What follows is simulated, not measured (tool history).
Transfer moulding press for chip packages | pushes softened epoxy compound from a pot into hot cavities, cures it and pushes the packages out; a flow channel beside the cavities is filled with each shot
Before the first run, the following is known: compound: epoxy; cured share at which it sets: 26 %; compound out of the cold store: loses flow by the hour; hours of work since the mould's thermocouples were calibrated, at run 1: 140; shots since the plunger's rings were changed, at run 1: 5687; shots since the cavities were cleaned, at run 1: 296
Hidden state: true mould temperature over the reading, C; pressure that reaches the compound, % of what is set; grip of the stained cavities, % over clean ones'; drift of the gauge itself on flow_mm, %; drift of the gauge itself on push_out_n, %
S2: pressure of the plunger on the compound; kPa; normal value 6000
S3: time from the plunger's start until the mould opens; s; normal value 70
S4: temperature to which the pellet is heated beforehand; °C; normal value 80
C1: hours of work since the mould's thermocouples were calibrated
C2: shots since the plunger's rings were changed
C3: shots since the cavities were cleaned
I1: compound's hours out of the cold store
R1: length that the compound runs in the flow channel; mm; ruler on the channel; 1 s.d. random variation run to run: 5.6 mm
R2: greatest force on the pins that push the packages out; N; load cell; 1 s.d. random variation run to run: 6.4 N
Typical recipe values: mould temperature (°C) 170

{"run": 1, "hour": 0.0, "mould temperature (°C)": 170, "S2": 6000, "S3": 70, "S4": 80, "C1": 140, "C2": 5687, "C3": 296, "I1": 35.9, "R1": 494, "R2": 352}
{"hour": 45.1, "done": "cavities cleaned with cleaning compound and waxed"}
{"hour": 67.0, "done": "plunger's sealing rings changed"}
{"run": 2, "hour": 70.6, "mould temperature (°C)": 170, "S2": 6000, "S3": 70, "S4": 80, "C1": 193, "C2": 68, "C3": 442, "I1": 45.0, "R1": 544, "R2": 335}
{"hour": 104.3, "done": "cavities cleaned with cleaning compound and waxed"}
{"run": 3, "hour": 148.1, "mould temperature (°C)": 170, "S2": 6000, "S3": 70, "S4": 80, "C1": 254, "C2": 1529, "C3": 842, "I1": 26.0, "R1": 558, "R2": 402}
{"hour": 165.7, "done": "cavities cleaned with cleaning compound and waxed"}
{"hour": 222.5, "done": "cavities cleaned with cleaning compound and waxed"}
{"run": 4, "hour": 238.2, "mould temperature (°C)": 170, "S2": 6000, "S3": 70, "S4": 80, "C1": 323, "C2": 3201, "C3": 302, "I1": 16.3, "R1": 550, "R2": 334}
{"hour": 278.1, "done": "cavities cleaned with cleaning compound and waxed"}
{"run": 5, "hour": 278.1, "mould temperature (°C)": 170, "S2": 6000, "S3": 70, "S4": 74, "C1": 354, "C2": 3938, "C3": 0, "I1": 40.1, "R1": 508, "R2": 228}
{"hour": 319.9, "done": "mould's thermocouples calibrated"}
{"hour": 339.2, "done": "cavities cleaned with cleaning compound and waxed"}
{"run": 6, "hour": 344.1, "mould temperature (°C)": 170, "S2": 6000, "S3": 70, "S4": 74, "C1": 18, "C2": 5139, "C3": 94, "I1": 24.6, "R1": 527, "R2": 289}
{"hour": 397.0, "done": "cavities cleaned with cleaning compound and waxed"}
{"run": 7, "hour": 397.8, "mould temperature (°C)": 170, "S2": 6000, "S3": 70, "S4": 74, "C1": 60, "C2": 6140, "C3": 15, "I1": 36.4, "R1": 490, "R2": 248}
{"hour": 441.5, "done": "plunger's sealing rings changed"}
{"hour": 455.9, "done": "cavities cleaned with cleaning compound and waxed"}
{"run": 8, "hour": 483.7, "mould temperature (°C)": 170, "S2": 6000, "S3": 70, "S4": 74, "C1": 125, "C2": 780, "C3": 534, "I1": 41.8, "R1": 529, "R2": 368}
{"hour": 514.7, "done": "cavities cleaned with cleaning compound and waxed"}
{"run": 9, "hour": 547.7, "mould temperature (°C)": 170, "S2": 7130, "S3": 70, "S4": 80, "C1": 175, "C2": 1980, "C3": 633, "I1": 16.0, "R1": 613, "R2": 386}
{"hour": 573.7, "done": "cavities cleaned with cleaning compound and waxed"}
{"run": 10, "hour": 599.1, "mould temperature (°C)": 175, "S2": 6000, "S3": 70, "S4": 80, "C1": 214, "C2": 2938, "C3": 486, "I1": 12.7, "R1": 561, "R2": 270}
{"hour": 629.0, "done": "cavities cleaned with cleaning compound and waxed"}
{"run": 11, "hour": 666.3, "mould temperature (°C)": 175, "S2": 6000, "S3": 70, "S4": 80, "C1": 267, "C2": 4201, "C3": 718, "I1": 34.1, "R1": 505, "R2": 285}
{"hour": 687.1, "done": "cavities cleaned with cleaning compound and waxed"}
{"hour": 743.2, "done": "cavities cleaned with cleaning compound and waxed"}
{"run": 12, "hour": 743.2, "mould temperature (°C)": 175, "S2": 6000, "S3": 70, "S4": 80, "C1": 326, "C2": 5619, "C3": 0, "I1": 23.1, "R1": 509, "R2": 187}
{"run": 13, "hour": 785.6, "mould temperature (°C)": 175, "S2": 6000, "S3": 70, "S4": 80, "C1": 359, "C2": 6433, "C3": 814, "I1": 34.6, "R1": 483, "R2": 290}
{"hour": 803.0, "done": "cavities cleaned with cleaning compound and waxed"}
{"hour": 818.8, "done": "plunger's sealing rings changed"}
{"hour": 826.8, "done": "mould's thermocouples calibrated"}
{"run": 14, "hour": 842.0, "mould temperature (°C)": 175, "S2": 6000, "S3": 70, "S4": 80, "C1": 12, "C2": 407, "C3": 662, "I1": 11.3, "R1": 576, "R2": 293}
{"hour": 865.6, "done": "cavities cleaned with cleaning compound and waxed"}
{"run": 15, "hour": 903.3, "mould temperature (°C)": 167, "S2": 6000, "S3": 65, "S4": 80, "C1": 60, "C2": 1555, "C3": 724, "I1": 27.3, "R1": 552, "R2": 606}
{"hour": 926.7, "done": "cavities cleaned with cleaning compound and waxed"}
{"run": 16, "hour": 946.3, "mould temperature (°C)": 170, "S2": 6000, "S3": 76, "S4": 80, "C1": 93, "C2": 2353, "C3": 376, "I1": 14.4, "R1": 568, "R2": 287}
{"hour": 985.5, "done": "cavities cleaned with cleaning compound and waxed"}
{"run": 17, "hour": 1000.1, "mould temperature (°C)": 170, "S2": 5320, "S3": 71, "S4": 80, "C1": 134, "C2": 3356, "C3": 279, "I1": 47.6, "R1": 470, "R2": 309}
{"hour": 1045.7, "done": "cavities cleaned with cleaning compound and waxed"}
{"run": 18, "hour": 1081.9, "mould temperature (°C)": 170, "S2": 5320, "S3": 71, "S4": 80, "C1": 198, "C2": 4899, "C3": 697, "I1": 38.5, "R1": 469, "R2": 349}
{"hour": 1103.4, "done": "cavities cleaned with cleaning compound and waxed"}
{"hour": 1161.1, "done": "cavities cleaned with cleaning compound and waxed"}
{"run": 19, "hour": 1162.7, "mould temperature (°C)": 170, "S2": 5320, "S3": 71, "S4": 80, "C1": 260, "C2": 6392, "C3": 30, "I1": 12.5, "R1": 491, "R2": 258}
{"hour": 1190.7, "done": "plunger's sealing rings changed"}
{"run": 20, "hour": 1217.0, "mould temperature (°C)": 175, "S2": 4990, "S3": 76, "S4": 78, "C1": 302, "C2": 506, "C3": 1026, "I1": 43.7, "R1": 473, "R2": 278}
{"hour": 1222.4, "done": "cavities cleaned with cleaning compound and waxed"}
{"run": 21, "hour": 1271.6, "mould temperature (°C)": 175, "S2": 4990, "S3": 76, "S4": 78, "C1": 344, "C2": 1524, "C3": 944, "I1": 34.3, "R1": 480, "R2": 267}
{"hour": 1278.3, "done": "cavities cleaned with cleaning compound and waxed"}
{"hour": 1326.9, "done": "mould's thermocouples calibrated"}
{"hour": 1340.1, "done": "cavities cleaned with cleaning compound and waxed"}
{"run": 22, "hour": 1340.1, "mould temperature (°C)": 166, "S2": 6080, "S3": 76, "S4": 78, "C1": 9, "C2": 2744, "C3": 0, "I1": 30.2, "R1": 536, "R2": 268}
{"run": 23, "hour": 1381.4, "mould temperature (°C)": 166, "S2": 6080, "S3": 76, "S4": 79, "C1": 42, "C2": 3536, "C3": 792, "I1": 20.5, "R1": 558, "R2": 443}
{"hour": 1395.4, "done": "cavities cleaned with cleaning compound and waxed"}
{"run": 24, "hour": 1436.3, "mould temperature (°C)": 166, "S2": 6080, "S3": 76, "S4": 79, "C1": 85, "C2": 4562, "C3": 785, "I1": 8.1, "R1": 569, "R2": 440}
{"hour": 1453.1, "done": "cavities cleaned with cleaning compound and waxed"}
{"hour": 1511.1, "done": "cavities cleaned with cleaning compound and waxed"}
{"run": 25, "hour": 1514.7, "mould temperature (°C)": 170, "S2": 6760, "S3": 80, "S4": 80, "C1": 145, "C2": 6010, "C3": 68, "I1": 20.6, "R1": 552, "R2": 203}
{"run": 26, "hour": 1556.6, "mould temperature (°C)": 170, "S2": 6760, "S3": 80, "S4": 80, "C1": 178, "C2": 6814, "C3": 872, "I1": 9.8, "R1": 556, "R2": 316}
{"hour": 1565.1, "done": "plunger's sealing rings changed"}
{"hour": 1573.9, "done": "cavities cleaned with cleaning compound and waxed"}
{"hour": 1633.7, "done": "cavities cleaned with cleaning compound and waxed"}
{"run": 27, "hour": 1637.4, "mould temperature (°C)": 170, "S2": 6620, "S3": 80, "S4": 80, "C1": 238, "C2": 1331, "C3": 70, "I1": 14.4, "R1": 610, "R2": 207}

Take each entry between the runs: how does the hidden state at the last listed run before it differ from the hidden state at the first listed run after it?
From run 1 to run 2: cavities cleaned with cleaning compound and waxed (hour 45.1); plunger's sealing rings changed (hour 67.0)
  true mould temperature over the reading, C: 0.07 -> 0.19; pressure that reaches the compound, % of what is set: 82.03 -> 99.77; grip of the stained cavities, % over clean ones': 39.3 -> 48.2
  measured result minus the result with no hidden state, R1: -51 -> -1 mm; R2: +98 -> +104 N
From run 2 to run 3: cavities cleaned with cleaning compound and waxed (hour 104.3)
  true mould temperature over the reading, C: 0.19 -> 0.33; pressure that reaches the compound, % of what is set: 99.77 -> 95.1; grip of the stained cavities, % over clean ones': 48.2 -> 64.5
  measured result minus the result with no hidden state, R1: -1 -> -15 mm; R2: +104 -> +154 N
From run 3 to run 4: cavities cleaned with cleaning compound and waxed (hour 165.7); cavities cleaned with cleaning compound and waxed (hour 222.5)
  true mould temperature over the reading, C: 0.33 -> 0.49; pressure that reaches the compound, % of what is set: 95.1 -> 89.94; grip of the stained cavities, % over clean ones': 64.5 -> 35.5
  measured result minus the result with no hidden state, R1: -15 -> -32 mm; R2: +154 -> +79 N
From run 4 to run 5: cavities cleaned with cleaning compound and waxed (hour 278.1)
  true mould temperature over the reading, C: 0.49 -> 0.56; pressure that reaches the compound, % of what is set: 89.94 -> 87.5; grip of the stained cavities, % over clean ones': 35.5 -> 2.3
  measured result minus the result with no hidden state, R1: -32 -> -36 mm; R2: +79 -> -4 N
From run 5 to run 6: mould's thermocouples calibrated (hour 319.9); cavities cleaned with cleaning compound and waxed (hour 339.2)
  true mould temperature over the reading, C: 0.56 -> 0.04; pressure that reaches the compound, % of what is set: 87.5 -> 83.6; grip of the stained cavities, % over clean ones': 2.3 -> 14.7
  measured result minus the result with no hidden state, R1: -36 -> -49 mm; R2: -4 -> +36 N
From run 6 to run 7: cavities cleaned with cleaning compound and waxed (hour 397.0)
  true mould temperature over the reading, C: 0.04 -> 0.15; pressure that reaches the compound, % of what is set: 83.6 -> 80.4; grip of the stained cavities, % over clean ones': 14.7 -> 2.9
  measured result minus the result with no hidden state, R1: -49 -> -57 mm; R2: +36 -> +4 N
From run 7 to run 8: plunger's sealing rings changed (hour 441.5); cavities cleaned with cleaning compound and waxed (hour 455.9)
  true mould temperature over the reading, C: 0.15 -> 0.3; pressure that reaches the compound, % of what is set: 80.4 -> 97.22; grip of the stained cavities, % over clean ones': 2.9 -> 54.3
  measured result minus the result with no hidden state, R1: -57 -> -8 mm; R2: +4 -> +125 N
From run 8 to run 9: cavities cleaned with cleaning compound and waxed (hour 514.7)
  true mould temperature over the reading, C: 0.3 -> 0.41; pressure that reaches the compound, % of what is set: 97.22 -> 93.21; grip of the stained cavities, % over clean ones': 54.3 -> 56.3
  measured result minus the result with no hidden state, R1: -8 -> -23 mm; R2: +125 -> +133 N
From run 9 to run 10: cavities cleaned with cleaning compound and waxed (hour 573.7)
  true mould temperature over the reading, C: 0.41 -> 0.51; pressure that reaches the compound, % of what is set: 93.21 -> 90.25; grip of the stained cavities, % over clean ones': 56.3 -> 48.1
  measured result minus the result with no hidden state, R1: -23 -> -30 mm; R2: +133 -> +83 N
From run 10 to run 11: cavities cleaned with cleaning compound and waxed (hour 629.0)
  true mould temperature over the reading, C: 0.51 -> 0.62; pressure that reaches the compound, % of what is set: 90.25 -> 86.53; grip of the stained cavities, % over clean ones': 48.1 -> 58
  measured result minus the result with no hidden state, R1: -30 -> -39 mm; R2: +83 -> +99 N
From run 11 to run 12: cavities cleaned with cleaning compound and waxed (hour 687.1); cavities cleaned with cleaning compound and waxed (hour 743.2)
  true mould temperature over the reading, C: 0.62 -> 0.76; pressure that reaches the compound, % of what is set: 86.53 -> 82.25; grip of the stained cavities, % over clean ones': 58 -> 1.8
  measured result minus the result with no hidden state, R1: -39 -> -53 mm; R2: +99 -> -2 N
From run 13 to run 14: cavities cleaned with cleaning compound and waxed (hour 803.0); plunger's sealing rings changed (hour 818.8); mould's thermocouples calibrated (hour 826.8)
  true mould temperature over the reading, C: 0.84 -> 0.13; pressure that reaches the compound, % of what is set: 79.53 -> 98.91; grip of the stained cavities, % over clean ones': 63.6 -> 60.5
  measured result minus the result with no hidden state, R1: -60 -> -3 mm; R2: +106 -> +107 N
From run 14 to run 15: cavities cleaned with cleaning compound and waxed (hour 865.6)
  true mould temperature over the reading, C: 0.13 -> 0.24; pressure that reaches the compound, % of what is set: 98.91 -> 95.23; grip of the stained cavities, % over clean ones': 60.5 -> 60.7
  measured result minus the result with no hidden state, R1: -3 -> -14 mm; R2: +107 -> +221 N
From run 15 to run 16: cavities cleaned with cleaning compound and waxed (hour 926.7)
  true mould temperature over the reading, C: 0.24 -> 0.31; pressure that reaches the compound, % of what is set: 95.23 -> 92.89; grip of the stained cavities, % over clean ones': 60.7 -> 40.3
  measured result minus the result with no hidden state, R1: -14 -> -22 mm; R2: +221 -> +79 N
From run 16 to run 17: cavities cleaned with cleaning compound and waxed (hour 985.5)
  true mould temperature over the reading, C: 0.31 -> 0.41; pressure that reaches the compound, % of what is set: 92.89 -> 89.87; grip of the stained cavities, % over clean ones': 40.3 -> 34.7
  measured result minus the result with no hidden state, R1: -22 -> -26 mm; R2: +79 -> +71 N
From run 17 to run 18: cavities cleaned with cleaning compound and waxed (hour 1045.7)
  true mould temperature over the reading, C: 0.41 -> 0.57; pressure that reaches the compound, % of what is set: 89.87 -> 85.18; grip of the stained cavities, % over clean ones': 34.7 -> 58.5
  measured result minus the result with no hidden state, R1: -26 -> -40 mm; R2: +71 -> +121 N
From run 18 to run 19: cavities cleaned with cleaning compound and waxed (hour 1103.4); cavities cleaned with cleaning compound and waxed (hour 1161.1)
  true mould temperature over the reading, C: 0.57 -> 0.71; pressure that reaches the compound, % of what is set: 85.18 -> 80.53; grip of the stained cavities, % over clean ones': 58.5 -> 7
  measured result minus the result with no hidden state, R1: -40 -> -58 mm; R2: +121 -> +4 N
From run 19 to run 20: plunger's sealing rings changed (hour 1190.7)
  true mould temperature over the reading, C: 0.71 -> 0.81; pressure that reaches the compound, % of what is set: 80.53 -> 98.34; grip of the stained cavities, % over clean ones': 7 -> 69.5
  measured result minus the result with no hidden state, R1: -58 -> -5 mm; R2: +4 -> +112 N
From run 20 to run 21: cavities cleaned with cleaning compound and waxed (hour 1222.4)
  true mould temperature over the reading, C: 0.81 -> 0.92; pressure that reaches the compound, % of what is set: 98.34 -> 95.16; grip of the stained cavities, % over clean ones': 69.5 -> 67
  measured result minus the result with no hidden state, R1: -5 -> -13 mm; R2: +112 -> +103 N
From run 21 to run 22: cavities cleaned with cleaning compound and waxed (hour 1278.3); mould's thermocouples calibrated (hour 1326.9); cavities cleaned with cleaning compound and waxed (hour 1340.1)
  true mould temperature over the reading, C: 0.92 -> 0.27; pressure that reaches the compound, % of what is set: 95.16 -> 90.97; grip of the stained cavities, % over clean ones': 67 -> 0.5
  measured result minus the result with no hidden state, R1: -13 -> -27 mm; R2: +103 -> -4 N
From run 23 to run 24: cavities cleaned with cleaning compound and waxed (hour 1395.4)
  true mould temperature over the reading, C: 0.36 -> 0.46; pressure that reaches the compound, % of what is set: 88.51 -> 85.02; grip of the stained cavities, % over clean ones': 62.5 -> 61.1
  measured result minus the result with no hidden state, R1: -35 -> -49 mm; R2: +162 -> +156 N
From run 24 to run 25: cavities cleaned with cleaning compound and waxed (hour 1453.1); cavities cleaned with cleaning compound and waxed (hour 1511.1)
  true mould temperature over the reading, C: 0.46 -> 0.61; pressure that reaches the compound, % of what is set: 85.02 -> 80.33; grip of the stained cavities, % over clean ones': 61.1 -> 9.9
  measured result minus the result with no hidden state, R1: -49 -> -65 mm; R2: +156 -> +12 N
From run 26 to run 27: plunger's sealing rings changed (hour 1565.1); cavities cleaned with cleaning compound and waxed (hour 1573.9); cavities cleaned with cleaning compound and waxed (hour 1633.7)
  true mould temperature over the reading, C: 0.68 -> 0.83; pressure that reaches the compound, % of what is set: 77.81 -> 95.23; grip of the stained cavities, % over clean ones': 64.9 -> 10
  measured result minus the result with no hidden state, R1: -75 -> -16 mm; R2: +118 -> +11 N
